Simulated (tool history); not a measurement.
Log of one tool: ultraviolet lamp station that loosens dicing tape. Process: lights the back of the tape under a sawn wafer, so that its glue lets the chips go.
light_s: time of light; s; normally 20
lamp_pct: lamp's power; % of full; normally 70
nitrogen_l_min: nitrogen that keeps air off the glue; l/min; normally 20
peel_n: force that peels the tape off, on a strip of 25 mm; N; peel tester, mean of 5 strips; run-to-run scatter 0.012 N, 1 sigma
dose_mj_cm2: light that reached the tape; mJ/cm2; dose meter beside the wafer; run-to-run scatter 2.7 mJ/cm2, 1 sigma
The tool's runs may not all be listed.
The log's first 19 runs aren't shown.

run   hour  light_s  lamp_pct  nitrogen_l_min  hours of work of the lamp  hours of work since the window was cleaned  peel_n  dose_mj_cm2
 20  508.4       15        69               9                        656                                         234   1.607          274
 21  538.2       15        70               9                        671                                         249   1.685          273
 22  574.4       11        72               8                        689                                         267   2.361          209
 23  608.9       11        72              21                        706                                         284   1.485          212
 24  648.4       19        74              23                        726                                         303   0.527          372
 25  688.9       33        74              23                        746                                         323   0.207          641
 26  720.5       11        63              34                        761                                         339   1.404          181
 27  760.3       11        63              10                        781                                         359   2.498          187
 28  781.4       11        63              10                        791                                         369   2.518          184
 29  800.2       11        63              20                        801                                         378   1.819          181
 30  825.6       12        62              20                        813                                         391   1.688          197
 31  846.3       17        71              11                        824                                         401     1.2          319
 32  884.3       12        62              14                        842                                         420   2.019          194
 33  901.6       12        62              14                        851                                         429   1.971          199
 34  925.1       12        62              14                        863                                         440   1.981          196
 35  962.5       37        62              30                        881                                         459    0.19          611
 36  983.4       13        72               7                        892                                         469   2.132          247

3 options for the next run, each taken on its own from the tool as it stands now. Forecast them:
      986.5  -- window cleaned of glue's vapour
  A  1018.2       20        67              12                        909                                          16       ?            ?
      986.5  -- window cleaned of glue's vapour
  B  1018.2       20        82              20                        909                                          16       ?            ?
      986.5  -- window cleaned of glue's vapour
  C  1018.2       20        70              24                        909                                          16       ?            ?

run  peel_n  dose_mj_cm2
  A   0.914          355
  B   0.404          441
  C   0.494          370
Had the tool no hidden state, the same runs would have come out as:
run  peel_n  dose_mj_cm2
  A    0.91          356
  B   0.402          442
  C   0.491          371
